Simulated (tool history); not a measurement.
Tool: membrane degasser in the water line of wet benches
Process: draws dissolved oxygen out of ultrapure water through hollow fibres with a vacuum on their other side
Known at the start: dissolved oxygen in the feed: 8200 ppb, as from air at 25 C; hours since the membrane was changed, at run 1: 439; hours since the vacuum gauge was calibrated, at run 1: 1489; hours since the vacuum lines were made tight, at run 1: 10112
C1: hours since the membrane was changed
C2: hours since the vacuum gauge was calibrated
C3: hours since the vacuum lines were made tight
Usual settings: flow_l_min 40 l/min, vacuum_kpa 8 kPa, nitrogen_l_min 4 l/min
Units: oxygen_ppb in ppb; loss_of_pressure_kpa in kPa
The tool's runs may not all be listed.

Run 1, hour 0: usual settings; C1 439; C2 1489; C3 10112. Result: oxygen_ppb 149.6 ppb, loss_of_pressure_kpa 44.85 kPa.
Run 2, hour 54.8: usual settings; C1 494; C2 1544; C3 10167. Result: oxygen_ppb 151.5 ppb, loss_of_pressure_kpa 44.54 kPa.
Run 3, hour 104.5: usual settings; C1 544; C2 1593; C3 10217. Result: oxygen_ppb 151.3 ppb, loss_of_pressure_kpa 44.58 kPa.
Run 4, hour 142.2: usual settings but vacuum_kpa 5.09 kPa; C1 581; C2 1631; C3 10255. Result: oxygen_ppb 82.9 ppb, loss_of_pressure_kpa 44.83 kPa.
Run 5, hour 192.6: usual settings but vacuum_kpa 5.09 kPa; C1 632; C2 1682; C3 10305. Result: oxygen_ppb 83.1 ppb, loss_of_pressure_kpa 44.62 kPa.
Run 6, hour 232.5: usual settings but vacuum_kpa 5.09 kPa; C1 672; C2 1721; C3 10345. Result: oxygen_ppb 81.3 ppb, loss_of_pressure_kpa 44.86 kPa.
Run 7, hour 272.7: usual settings but vacuum_kpa 5.09 kPa; C1 712; C2 1762; C3 10385. Result: oxygen_ppb 82.8 ppb, loss_of_pressure_kpa 44.6 kPa.
Run 8, hour 306.8: usual settings; C1 746; C2 1796; C3 10419. Result: oxygen_ppb 153.7 ppb, loss_of_pressure_kpa 44.52 kPa.
Run 9, hour 353.4: usual settings; C1 793; C2 1842; C3 10466. Result: oxygen_ppb 153.1 ppb, loss_of_pressure_kpa 44.81 kPa.
Run 10, hour 377.7: usual settings; C1 817; C2 1867; C3 10490. Result: oxygen_ppb 152.3 ppb, loss_of_pressure_kpa 44.62 kPa.
Run 11, hour 431.6: usual settings; C1 871; C2 1921; C3 10544. Result: oxygen_ppb 152 ppb, loss_of_pressure_kpa 44.84 kPa.
Run 12, hour 469.5: usual settings but nitrogen_l_min 9.57 l/min; C1 909; C2 1958; C3 10582. Result: oxygen_ppb 86.4 ppb, loss_of_pressure_kpa 44.51 kPa.
Run 13, hour 496.5: usual settings but nitrogen_l_min 9.57 l/min; C1 936; C2 1985; C3 10609. Result: oxygen_ppb 86.5 ppb, loss_of_pressure_kpa 44.84 kPa.
Run 14, hour 537.3: usual settings; C1 976; C2 2026; C3 10650. Result: oxygen_ppb 152.2 ppb, loss_of_pressure_kpa 44.59 kPa.
Run 15, hour 563: usual settings but vacuum_kpa 9.18 kPa; C1 1002; C2 2052; C3 10675. Result: oxygen_ppb 179.1 ppb, loss_of_pressure_kpa 44.54 kPa.
Run 16, hour 615.7: usual settings but nitrogen_l_min 9.77 l/min; C1 1055; C2 2105; C3 10728. Result: oxygen_ppb 89.1 ppb, loss_of_pressure_kpa 44.93 kPa.
Run 17, hour 665.4: usual settings but flow_l_min 38 l/min, vacuum_kpa 18.6 kPa, nitrogen_l_min 4.19 l/min; C1 1105; C2 2154; C3 10778. Result: oxygen_ppb 349.2 ppb, loss_of_pressure_kpa 42.5 kPa.
Run 18, hour 696.9: usual settings but nitrogen_l_min 1.66 l/min; C1 1136; C2 2186; C3 10809. Result: oxygen_ppb 285.1 ppb, loss_of_pressure_kpa 44.85 kPa.
Run 19, hour 738.4: usual settings but flow_l_min 54 l/min, vacuum_kpa 5.9 kPa; C1 1178; C2 2227; C3 10851. Result: oxygen_ppb 200.8 ppb, loss_of_pressure_kpa 60.56 kPa.
Run 20, hour 780.3: usual settings but flow_l_min 54 l/min, vacuum_kpa 9.61 kPa; C1 1219; C2 2269; C3 10893. Result: oxygen_ppb 309.6 ppb, loss_of_pressure_kpa 60.37 kPa.
Run 21, hour 820.1: usual settings but flow_l_min 36 l/min, vacuum_kpa 9.71 kPa, nitrogen_l_min 2.81 l/min; C1 1259; C2 2309; C3 10933. Result: oxygen_ppb 218.2 ppb, loss_of_pressure_kpa 39.9 kPa.
Run 22, hour 865.4: usual settings but flow_l_min 50 l/min, vacuum_kpa 5 kPa, nitrogen_l_min 3.81 l/min; C1 1305; C2 2354; C3 10978. Result: oxygen_ppb 148.5 ppb, loss_of_pressure_kpa 56.02 kPa.
Run 23, hour 899.1: usual settings but vacuum_kpa 5.32 kPa; C1 1338; C2 2388; C3 11011. Result: oxygen_ppb 89 ppb, loss_of_pressure_kpa 44.58 kPa.
Run 24, hour 925.2: usual settings but flow_l_min 52 l/min, nitrogen_l_min 11.36 l/min; C1 1364; C2 2414; C3 11038. Result: oxygen_ppb 157.4 ppb, loss_of_pressure_kpa 58.26 kPa.
Run 25, hour 971.1: usual settings but flow_l_min 50 l/min, nitrogen_l_min 6.01 l/min; C1 1410; C2 2460; C3 11083. Result: oxygen_ppb 183.1 ppb, loss_of_pressure_kpa 56.26 kPa.
Run 26, hour 1018.6: usual settings but flow_l_min 28 l/min, vacuum_kpa 14.78 kPa; C1 1458; C2 2508; C3 11131. Result: oxygen_ppb 203 ppb, loss_of_pressure_kpa 31.5 kPa.
Run 27, hour 1042.5: usual settings but flow_l_min 51 l/min, vacuum_kpa 17.05 kPa, nitrogen_l_min 4.25 l/min; C1 1482; C2 2531; C3 11155. Result: oxygen_ppb 467.3 ppb, loss_of_pressure_kpa 57.13 kPa.
Run 28, hour 1073.4: usual settings but flow_l_min 51 l/min, vacuum_kpa 16.65 kPa, nitrogen_l_min 8.1 l/min; C1 1513; C2 2562; C3 11186. Result: oxygen_ppb 295.8 ppb, loss_of_pressure_kpa 57.16 kPa.
Run 29, hour 1106.6: usual settings but flow_l_min 51 l/min, vacuum_kpa 16.65 kPa, nitrogen_l_min 4.43 l/min; C1 1546; C2 2596; C3 11219. Result: oxygen_ppb 439.3 ppb, loss_of_pressure_kpa 57.15 kPa.
Run 30, hour 1141.8: usual settings but vacuum_kpa 19.28 kPa; C1 1581; C2 2631; C3 11254. Result: oxygen_ppb 400.3 ppb, loss_of_pressure_kpa 44.86 kPa.
Run 31, hour 1191.2: usual settings but flow_l_min 24 l/min, vacuum_kpa 12.33 kPa, nitrogen_l_min 3.91 l/min; C1 1630; C2 2680; C3 11304. Result: oxygen_ppb 139.3 ppb, loss_of_pressure_kpa 26.89 kPa.
Run 32, hour 1225.6: usual settings but flow_l_min 34 l/min, vacuum_kpa 12.33 kPa, nitrogen_l_min 2 l/min; C1 1665; C2 2715; C3 11338. Result: oxygen_ppb 364.4 ppb, loss_of_pressure_kpa 37.85 kPa.

3 ways to go on from here, each from the tool as it stands after run 32. What would each give?
Run A, hour 1267.8: usual settings but nitrogen_l_min 1.6 l/min; C1 1707; C2 2757; C3 11380. Result: oxygen_ppb ?, loss_of_pressure_kpa ?.
Run B, hour 1267.8: usual settings but flow_l_min 35 l/min, vacuum_kpa 11.56 kPa; C1 1707; C2 2757; C3 11380. Result: oxygen_ppb ?, loss_of_pressure_kpa ?.
Run C, hour 1267.8: usual settings but flow_l_min 41 l/min, vacuum_kpa 12.33 kPa, nitrogen_l_min 2 l/min; C1 1707; C2 2757; C3 11380. Result: oxygen_ppb ?, loss_of_pressure_kpa ?.

run  oxygen_ppb  loss_of_pressure_kpa
  A       295.6                 44.85
  B       196.2                 39.44
  C       438.3                 45.91
Without the tool's hidden state the same runs would have given:
run  oxygen_ppb  loss_of_pressure_kpa
  A         287                 44.48
  B       190.8                 39.12
  C       429.4                 45.53
